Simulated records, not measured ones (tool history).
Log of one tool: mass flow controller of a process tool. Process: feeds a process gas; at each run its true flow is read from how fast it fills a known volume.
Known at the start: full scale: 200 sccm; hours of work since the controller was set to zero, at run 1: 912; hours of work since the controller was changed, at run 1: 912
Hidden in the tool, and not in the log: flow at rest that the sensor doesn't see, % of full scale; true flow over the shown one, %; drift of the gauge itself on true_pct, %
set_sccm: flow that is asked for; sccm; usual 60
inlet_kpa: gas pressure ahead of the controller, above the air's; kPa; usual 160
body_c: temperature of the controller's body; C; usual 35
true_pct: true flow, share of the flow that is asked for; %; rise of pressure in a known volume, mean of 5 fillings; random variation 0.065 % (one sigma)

run    hour  set_sccm  inlet_kpa  body_c  hours of work since the controller was set to zero  hours of work since the controller was changed  true_pct
  1     0.0        60        160      35                                                 912                                             912     98.89
  2    74.3        60        160      35                                                 963                                             963     98.72
  3   142.9        60        160      35                                                1011                                            1011     98.69
  4   189.5        60        160      35                                                1043                                            1043     98.61
  5   242.3        60        160      35                                                1079                                            1079     98.56
  6   345.3        21        160      35                                                1150                                            1150     97.67
  7   429.4        21        160      35                                                1208                                            1208     97.49
  8   507.9        60        160      35                                                1263                                            1263     97.92
  9   567.1        66        160      35                                                1303                                            1303     97.88
 10   634.7        66        160      35                                                1350                                            1350     97.76
 11   746.9        66        160      35                                                1428                                            1428     97.50
 12   803.1        66        160      35                                                1466                                            1466     97.49
 13   914.5        66        160      35                                                1543                                            1543     97.23
 14   975.7        66        160      35                                                1586                                            1586     97.23
 15  1048.2        44        265      35                                                1636                                            1636     96.35
 16  1094.3        58        142      31                                                1667                                            1667     96.47
     1147.0  -- gauge calibrated
 17  1171.2        58        142      31                                                1720                                            1720     98.52
 18  1261.4        60        160      39                                                1783                                            1783     99.09
 19  1361.4        86        224      35                                                1852                                            1852     98.82
 20  1411.8        80        158      38                                                1887                                            1887     99.13
 21  1487.4        40        205      25                                                1939                                            1939     96.77
 22  1564.6        40        205      25                                                1992                                            1992     96.58
 23  1635.5        40        205      25                                                2041                                            2041     96.62
 24  1716.3        40        205      25                                                2097                                            2097     96.29

3 ways to go on from here, each from the tool as it stands after run 24. What would each give?
  A  1768.0        40        148      25                                                2132                                            2132         ?
  B  1768.0        40        200      24                                                2132                                            2132         ?
  C  1768.0        60        196      28                                                2132                                            2132         ?

run  true_pct
  A     96.37
  B     96.16
  C     96.82
Without the tool's hidden state the same runs would have given:
run  true_pct
  A     97.64
  B     97.44
  C     98.09
